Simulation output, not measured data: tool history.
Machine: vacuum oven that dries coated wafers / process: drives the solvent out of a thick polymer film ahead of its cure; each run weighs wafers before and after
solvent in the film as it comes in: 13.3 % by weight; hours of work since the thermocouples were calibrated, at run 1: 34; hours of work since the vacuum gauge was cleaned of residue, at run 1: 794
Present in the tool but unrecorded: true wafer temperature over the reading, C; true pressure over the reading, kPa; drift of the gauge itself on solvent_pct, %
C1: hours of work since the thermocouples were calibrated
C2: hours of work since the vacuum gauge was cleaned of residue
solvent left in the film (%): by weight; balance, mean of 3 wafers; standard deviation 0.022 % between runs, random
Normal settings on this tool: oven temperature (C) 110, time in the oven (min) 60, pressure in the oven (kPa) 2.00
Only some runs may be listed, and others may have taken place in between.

Run 1, hour 0.0: usual settings; C1 34; C2 794. Result: solvent left in the film (%) 3.44.
Run 2, hour 103.8: usual settings but oven temperature (C) 123; C1 116; C2 876. Result: solvent left in the film (%) 1.60.
Run 3, hour 211.6: usual settings but pressure in the oven (kPa) 2.79; C1 201; C2 961. Result: solvent left in the film (%) 3.59.
Run 4, hour 273.1: usual settings but oven temperature (C) 120, pressure in the oven (kPa) 2.79; C1 249; C2 1009. Result: solvent left in the film (%) 2.13.
Run 5, hour 379.4: usual settings but oven temperature (C) 120, pressure in the oven (kPa) 2.79; C1 333; C2 1093. Result: solvent left in the film (%) 2.09.
Run 6, hour 483.9: usual settings but oven temperature (C) 125; C1 416; C2 1176. Result: solvent left in the film (%) 1.35.
Run 7, hour 546.4: usual settings but oven temperature (C) 125, pressure in the oven (kPa) 2.50; C1 465; C2 1225. Result: solvent left in the film (%) 1.47.
Run 8, hour 612.8: usual settings but oven temperature (C) 125, pressure in the oven (kPa) 2.50; C1 517; C2 1277. Result: solvent left in the film (%) 1.46.
Run 9, hour 701.0: usual settings but oven temperature (C) 125, pressure in the oven (kPa) 2.50; C1 587; C2 1347. Result: solvent left in the film (%) 1.48.
Run 10, hour 763.6: usual settings; C1 636; C2 1396. Result: solvent left in the film (%) 3.37.
Run 11, hour 852.6: usual settings; C1 706; C2 1466. Result: solvent left in the film (%) 3.34.
Run 12, hour 896.9: usual settings but pressure in the oven (kPa) 2.80; C1 741; C2 1501. Result: solvent left in the film (%) 3.53.
Run 13, hour 958.3: usual settings; C1 789; C2 1549. Result: solvent left in the film (%) 3.33.
Run 14, hour 1020.5: usual settings; C1 838; C2 1598. Result: solvent left in the film (%) 3.31.
At hour 1027.2: oven's thermocouples calibrated.
Run 15, hour 1132.8: usual settings but oven temperature (C) 99, time in the oven (min) 98, pressure in the oven (kPa) 2.19; C1 83; C2 1685. Result: solvent left in the film (%) 3.46.
Run 16, hour 1218.7: usual settings but oven temperature (C) 104, time in the oven (min) 44, pressure in the oven (kPa) 2.19; C1 151; C2 1753. Result: solvent left in the film (%) 5.39.
Run 17, hour 1283.4: usual settings but oven temperature (C) 113, time in the oven (min) 34, pressure in the oven (kPa) 4.81; C1 202; C2 1804. Result: solvent left in the film (%) 5.36.
Run 18, hour 1348.2: usual settings but oven temperature (C) 96, time in the oven (min) 92, pressure in the oven (kPa) 2.95; C1 253; C2 1855. Result: solvent left in the film (%) 4.51.
At hour 1392.0: oven's thermocouples calibrated, once more.
Run 19, hour 1428.4: usual settings but pressure in the oven (kPa) 2.67; C1 29; C2 1916. Result: solvent left in the film (%) 3.64.
Run 20, hour 1492.2: usual settings but time in the oven (min) 90, pressure in the oven (kPa) 2.67; C1 79; C2 1967. Result: solvent left in the film (%) 2.41.
Run 21, hour 1587.4: usual settings but time in the oven (min) 90, pressure in the oven (kPa) 2.67; C1 154; C2 2042. Result: solvent left in the film (%) 2.39.
Run 22, hour 1659.5: usual settings but time in the oven (min) 83, pressure in the oven (kPa) 4.38; C1 211; C2 2099. Result: solvent left in the film (%) 3.11.
Run 23, hour 1754.1: usual settings but oven temperature (C) 104, time in the oven (min) 76; C1 285; C2 2173. Result: solvent left in the film (%) 3.64.
Run 24, hour 1809.0: usual settings but time in the oven (min) 48; C1 329; C2 2216. Result: solvent left in the film (%) 4.23.
Run 25, hour 1909.0: usual settings but oven temperature (C) 118, time in the oven (min) 48, pressure in the oven (kPa) 6.67; C1 407; C2 2295. Result: solvent left in the film (%) 3.90.
At hour 1962.5: vacuum gauge cleaned of residue and calibrated.
Run 26, hour 1999.7: usual settings but oven temperature (C) 118, time in the oven (min) 48, pressure in the oven (kPa) 6.67; C1 478; C2 29. Result: solvent left in the film (%) 3.79.
Run 27, hour 2050.0: usual settings but oven temperature (C) 118, time in the oven (min) 48, pressure in the oven (kPa) 6.67; C1 517; C2 69. Result: solvent left in the film (%) 3.80.
Run 28, hour 2100.0: usual settings but oven temperature (C) 118, time in the oven (min) 48, pressure in the oven (kPa) 6.67; C1 557; C2 108. Result: solvent left in the film (%) 3.83.

Some steps in solvent left in the film (%), run to run, broken into two amounts with sign: the step expected even without the hidden condition (settings, incoming material, random variation), and the rest, left for the hidden condition together with whatever gauge scatter is not in both the measured and the hidden-condition-free result:
Run 2 -> 3: oven temperature (C) 123 -> 110, pressure in the oven (kPa) 2.00 -> 2.79. solvent left in the film (%) +1.99: hidden state +0.01, all else +1.98.
Run 15 -> 16: oven temperature (C) 99 -> 104, time in the oven (min) 98 -> 44. solvent left in the film (%) +1.93: hidden state -0.06, all else +1.99.
Run 18 -> 19: oven temperature (C) 96 -> 110, time in the oven (min) 92 -> 60, pressure in the oven (kPa) 2.95 -> 2.67, oven's thermocouples calibrated, once more. solvent left in the film (%) -0.87: hidden state +0.26, all else -1.13.
Run 25 -> 26: vacuum gauge cleaned of residue and calibrated. solvent left in the film (%) -0.11: hidden state -0.11, all else +0.00.

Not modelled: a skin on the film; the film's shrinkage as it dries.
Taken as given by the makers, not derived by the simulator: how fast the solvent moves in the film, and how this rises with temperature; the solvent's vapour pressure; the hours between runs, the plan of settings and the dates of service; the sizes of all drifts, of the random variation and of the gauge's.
